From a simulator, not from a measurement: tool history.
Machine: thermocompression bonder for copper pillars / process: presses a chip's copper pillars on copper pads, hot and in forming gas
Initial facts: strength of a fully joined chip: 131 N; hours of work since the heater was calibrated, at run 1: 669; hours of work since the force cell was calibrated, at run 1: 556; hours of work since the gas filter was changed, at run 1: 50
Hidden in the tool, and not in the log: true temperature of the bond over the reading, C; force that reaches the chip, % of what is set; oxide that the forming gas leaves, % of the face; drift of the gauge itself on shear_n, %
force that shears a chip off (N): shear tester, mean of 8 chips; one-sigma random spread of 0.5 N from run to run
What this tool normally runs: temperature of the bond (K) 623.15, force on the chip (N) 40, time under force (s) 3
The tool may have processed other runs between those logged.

| run | hour | temperature of the bond (K) | force on the chip (N) | time under force (s) | hours of work since the heater was calibrated | hours of work since the force cell was calibrated | hours of work since the gas filter was changed | force that shears a chip off (N) |
|---|---|---|---|---|---|---|---|---|
| 1 | 0.0 | 623.15 | 40 | 3 | 669 | 556 | 50 | 69.8 |
| 2 | 17.7 | 623.15 | 40 | 3 | 683 | 570 | 64 | 71.8 |
| 3 | 35.5 | 623.15 | 40 | 3 | 697 | 584 | 78 | 71.7 |
| 4 | 45.0 | 623.15 | 40 | 3 | 704 | 591 | 85 | 71.1 |
| 5 | 53.5 | 623.15 | 40 | 3 | 711 | 598 | 92 | 70.3 |
| 6 | 70.7 | 623.15 | 40 | 3 | 724 | 612 | 105 | 70.9 |
| 7 | 80.1 | 623.15 | 40 | 3 | 732 | 619 | 113 | 70.8 |
| 8 | 88.8 | 623.15 | 40 | 3 | 738 | 626 | 120 | 70.4 |
| 9 | 106.9 | 623.15 | 40 | 3 | 753 | 640 | 134 | 70.7 |
| 10 | 124.5 | 623.15 | 40 | 3 | 766 | 654 | 148 | 69.8 |
| 11 | 134.5 | 615.15 | 40 | 3 | 774 | 661 | 155 | 65.1 |
| 12 | 148.9 | 615.15 | 40 | 3 | 785 | 673 | 167 | 64.4 |
| 13 | 164.7 | 599.15 | 40 | 2 | 798 | 685 | 179 | 47.1 |
|  | 167.5 | heater calibrated with a thermocouple chip |
| 14 | 182.5 | 599.15 | 40 | 2 | 12 | 698 | 191 | 45.9 |
| 15 | 199.1 | 599.15 | 40 | 2 | 25 | 710 | 204 | 46.1 |
| 16 | 208.4 | 626.15 | 42 | 2 | 32 | 718 | 212 | 64.6 |
| 17 | 219.8 | 626.15 | 42 | 2 | 41 | 727 | 221 | 63.6 |
| 18 | 231.0 | 645.15 | 36 | 9 | 50 | 735 | 229 | 101.3 |
| 19 | 244.0 | 645.15 | 32 | 9 | 60 | 746 | 240 | 95.3 |
| 20 | 254.6 | 628.15 | 31 | 2 | 68 | 754 | 248 | 49.2 |

Selected run-to-run steps in force that shears a chip off (N), each split into two signed amounts: the part the tool would show with no hidden state at all (from settings, incoming material and random variation), and the remainder, which goes to the hidden state together with any gauge scatter not common to the measured and the hidden-state-free results:
Run 13 -> 14: heater calibrated with a thermocouple chip. force that shears a chip off (N) -1.2: hidden state -1.3, all else +0.1.
Run 17 -> 18: temperature of the bond (K) 626.15 -> 645.15, force on the chip (N) 42 -> 36, time under force (s) 2 -> 9. force that shears a chip off (N) +37.7: hidden state +0.2, all else +37.5.
Run 19 -> 20: temperature of the bond (K) 645.15 -> 628.15, force on the chip (N) 32 -> 31, time under force (s) 9 -> 2. force that shears a chip off (N) -46.1: hidden state +0.8, all else -46.9.
